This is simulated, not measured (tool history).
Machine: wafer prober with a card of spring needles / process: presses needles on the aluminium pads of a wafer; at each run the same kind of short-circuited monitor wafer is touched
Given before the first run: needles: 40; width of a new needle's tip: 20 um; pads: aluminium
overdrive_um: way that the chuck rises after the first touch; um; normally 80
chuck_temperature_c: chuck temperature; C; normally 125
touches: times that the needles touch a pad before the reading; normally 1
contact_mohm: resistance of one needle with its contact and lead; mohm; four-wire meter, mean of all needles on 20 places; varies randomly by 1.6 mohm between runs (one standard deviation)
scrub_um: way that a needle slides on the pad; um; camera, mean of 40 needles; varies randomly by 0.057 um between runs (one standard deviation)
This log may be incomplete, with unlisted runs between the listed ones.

run	day	overdrive_um	chuck_temperature_c	touches	contact_mohm	scrub_um
1	0	80	125	1	280	17.71
# day 0.454: tips cleaned on abrasive film
# day 1.558: tips cleaned on abrasive film
2	2.183	65	125	1	284	14.27
# day 2.538: tips cleaned on abrasive film
# day 3.496: tips cleaned on abrasive film
# day 4.475: tips cleaned on abrasive film
3	4.475	68	125	1	275	14.88
# day 5.446: tips cleaned on abrasive film
# day 6.421: tips cleaned on abrasive film
# day 6.658: height of the first contact set anew
# day 7.429: tips cleaned on abrasive film
4	7.442	68	125	1	272	15.81
# day 8.354: tips cleaned on abrasive film
# day 9.4: tips cleaned on abrasive film
# day 10.483: tips cleaned on abrasive film
5	10.608	68	125	1	279	15.75
# day 11.612: tips cleaned on abrasive film
6	12.179	72	125	1	279	16.58
# day 12.588: tips cleaned on abrasive film
# day 13.608: tips cleaned on abrasive film
# day 14.671: tips cleaned on abrasive film
7	14.854	80	56	1	255	18.38
# day 15.646: tips cleaned on abrasive film
# day 16.738: tips cleaned on abrasive film
# day 17.783: tips cleaned on abrasive film
8	18.2	91	125	1	274	20.83
# day 18.879: tips cleaned on abrasive film
# day 19.854: tips cleaned on abrasive film
9	20.312	80	125	1	280	18.24
# day 20.975: tips cleaned on abrasive film
# day 21.988: tips cleaned on abrasive film
10	22.867	80	125	1	281	18.2
# day 23.096: tips cleaned on abrasive film
# day 24.092: tips cleaned on abrasive film
# day 25.025: tips cleaned on abrasive film
11	25.783	80	125	1	280	18.11
# day 25.933: tips cleaned on abrasive film
# day 27.038: tips cleaned on abrasive film
# day 28: tips cleaned on abrasive film
12	28	80	125	1	273	18.02
# day 29.125: tips cleaned on abrasive film
13	29.917	95	125	1	278	21.43
# day 30.1: tips cleaned on abrasive film
# day 31.096: tips cleaned on abrasive film
# day 32.092: tips cleaned on abrasive film
# day 33.075: tips cleaned on abrasive film
14	33.075	95	125	1	270	21.5
# day 34.162: tips cleaned on abrasive film
15	34.7	64	125	1	288	14.17
# day 35.171: tips cleaned on abrasive film
# day 36.238: tips cleaned on abrasive film
16	36.671	84	125	3	273	18.8
# day 37.308: tips cleaned on abrasive film
# day 38.212: tips cleaned on abrasive film
# day 39.188: tips cleaned on abrasive film
17	39.883	64	117	1	288	14.06
# day 40.262: tips cleaned on abrasive film
# day 41.308: tips cleaned on abrasive film
# day 42.3: tips cleaned on abrasive film
18	43.062	61	125	1	291	13.34
# day 43.246: tips cleaned on abrasive film
# day 44.292: tips cleaned on abrasive film
19	44.688	80	125	1	279	17.74
# day 45.35: tips cleaned on abrasive film
# day 46.35: tips cleaned on abrasive film
# day 47.138: height of the first contact set anew
# day 47.367: tips cleaned on abrasive film
20	47.488	82	40	1	250	19.01
# day 48.475: tips cleaned on abrasive film
# day 49.379: tips cleaned on abrasive film
# day 50.408: tips cleaned on abrasive film
21	50.492	60	43	1	254	13.85
# day 51.442: tips cleaned on abrasive film
# day 52.567: tips cleaned on abrasive film
# day 53.625: tips cleaned on abrasive film
22	53.733	97	125	1	274	22.36
# day 54.617: tips cleaned on abrasive film
# day 55.704: tips cleaned on abrasive film
# day 56.617: tips cleaned on abrasive film
23	56.779	97	125	1	272	22.28
# day 57.625: tips cleaned on abrasive film
# day 58.654: tips cleaned on abrasive film
24	58.717	80	88	1	263	18.3
# day 59.779: tips cleaned on abrasive film
# day 60.725: tips cleaned on abrasive film
25	60.812	60	40	1	256	13.57

Predict each of these 4 candidate next runs independently; none follows another, all start after run 25:
# day 61.696: tips cleaned on abrasive film
# day 62.754: tips cleaned on abrasive film
A	63.521	60	40	1	?	?
# day 61.696: tips cleaned on abrasive film
# day 62.754: tips cleaned on abrasive film
B	63.521	68	38	2	?	?
# day 61.696: tips cleaned on abrasive film
# day 62.754: tips cleaned on abrasive film
C	63.521	80	125	1	?	?
# day 61.696: tips cleaned on abrasive film
# day 62.754: tips cleaned on abrasive film
D	63.521	79	40	1	?	?

run	contact_mohm	scrub_um
A	270	13.64
B	259	15.36
C	284	18.16
D	259	17.94
What these runs would have given with no unlogged condition in the tool:
run	contact_mohm	scrub_um
A	249	14.03
B	248	15.74
C	273	18.55
D	247	18.32
